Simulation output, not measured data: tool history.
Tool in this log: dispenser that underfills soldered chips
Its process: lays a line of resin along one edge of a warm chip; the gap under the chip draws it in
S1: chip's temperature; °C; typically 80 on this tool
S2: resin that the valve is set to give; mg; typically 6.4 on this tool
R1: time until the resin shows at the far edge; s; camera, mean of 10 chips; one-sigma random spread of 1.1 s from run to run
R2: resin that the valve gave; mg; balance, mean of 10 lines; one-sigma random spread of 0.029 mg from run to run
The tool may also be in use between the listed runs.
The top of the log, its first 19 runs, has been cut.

run,hour,S1,S2,R1,R2
# hour 226.4: new syringe of resin
20,235.9,95,8.12,87.7,7.81
# hour 238.5: new syringe of resin
# hour 250.7: new syringe of resin
21,253.1,68,6.62,213.7,6.33
# hour 256.4: dispensing valve cleaned and set on the balance
22,262.5,80,6.15,183.5,6.13
# hour 264.2: new syringe of resin
23,273,80,6.15,164.8,6.12
# hour 276.4: new syringe of resin
# hour 288.4: new syringe of resin
24,288.5,80,6.15,105,6.04
# hour 300.4: new syringe of resin
25,303.9,80,6.15,126.2,6.01
# hour 313: new syringe of resin
26,314,78,6.15,120.7,6.01
# hour 324.9: new syringe of resin
27,329.2,76,8.15,156.4,7.93
# hour 337.4: new syringe of resin
28,337.6,76,8.15,126.8,7.87
29,345,76,8.15,186.7,7.92
# hour 350.3: new syringe of resin
30,357.6,93,8.15,83.7,7.76
# hour 362.4: new syringe of resin
# hour 374.5: new syringe of resin
31,374.5,68,7.16,187.1,6.88
# hour 379.9: dispensing valve cleaned and set on the balance
32,384.3,68,7.16,296.4,7.14
# hour 387.7: new syringe of resin
33,394.5,91,7.56,91.4,7.47

4 options for the next run, each taken on its own from the tool as it stands now. Forecast them:
# hour 399.8: new syringe of resin
A,404.7,89,7.86,?,?
# hour 399.8: new syringe of resin
B,404.7,72,6.4,?,?
# hour 399.8: new syringe of resin
C,404.7,80,7.23,?,?
# hour 399.8: new syringe of resin
D,404.7,81,7.19,?,?

run,R1,R2
A,87,7.75
B,198,6.39
C,131.9,7.14
D,124.6,7.08
Without the tool's hidden state the same runs would have given:
run,R1,R2
A,71.1,7.85
B,162.4,6.47
C,107.9,7.23
D,102,7.17
